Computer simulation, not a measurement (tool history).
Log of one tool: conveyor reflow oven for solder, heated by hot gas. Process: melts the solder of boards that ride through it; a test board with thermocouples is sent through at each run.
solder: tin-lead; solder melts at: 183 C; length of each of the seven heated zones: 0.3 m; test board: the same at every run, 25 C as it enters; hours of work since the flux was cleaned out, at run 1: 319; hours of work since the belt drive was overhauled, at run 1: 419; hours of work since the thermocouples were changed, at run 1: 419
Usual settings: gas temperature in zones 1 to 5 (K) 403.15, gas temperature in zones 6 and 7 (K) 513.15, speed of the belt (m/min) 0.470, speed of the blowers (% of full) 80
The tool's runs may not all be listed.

run	day	gas temperature in zones 1 to 5 (K)	gas temperature in zones 6 and 7 (K)	speed of the belt (m/min)	speed of the blowers (% of full)	hours of work since the flux was cleaned out	hours of work since the belt drive was overhauled	hours of work since the thermocouples were changed	highest temperature of the board (K)	time above the solder's melting point (s)
1	0.000	403.15	513.15	0.470	80	319	419	419	498.05	61.5
2	1.521	403.15	513.15	0.470	80	345	445	445	498.95	61.6
3	3.342	403.15	513.15	0.470	80	377	477	477	497.85	61.4
4	5.192	403.15	513.15	0.470	50	410	510	510	488.15	52.0
5	6.538	403.15	513.15	0.470	50	433	533	533	488.15	52.1
# day 7.525: flux residue cleaned out of gas plates and filters
6	7.762	417.15	513.15	0.470	50	4	551	551	493.85	62.6
7	9.367	417.15	513.15	0.470	50	32	579	579	493.95	62.6
8	10.933	417.15	513.15	0.470	77	60	607	607	502.05	69.1
9	13.146	403.15	513.15	0.470	80	99	646	646	501.55	63.9
10	14.204	403.15	513.15	0.470	80	117	664	664	501.35	63.4
11	15.925	403.15	518.15	0.470	80	148	695	695	505.55	66.0
12	17.717	403.15	518.15	0.470	80	179	726	726	505.45	66.2
13	18.842	403.15	510.15	0.470	80	199	746	746	497.75	61.5
14	20.525	403.15	510.15	0.470	80	228	776	776	498.55	61.7
15	22.042	403.15	510.15	0.470	80	255	802	802	497.95	61.5
16	23.925	403.15	513.15	0.470	75	288	835	835	499.25	62.3
17	24.954	403.15	513.15	0.548	80	306	853	853	495.05	50.4

Run 18 comes next. What will it give?
18	26.308	395.15	519.15	0.463	59	330	877	877	?	?

Run 18 gave highest temperature of the board (K) 498.05, time above the solder's melting point (s) 59.6.
If the tool had no hidden condition, the same run with the same run-to-run variation would have returned highest temperature of the board (K) 497.85, time above the solder's melting point (s) 58.3.
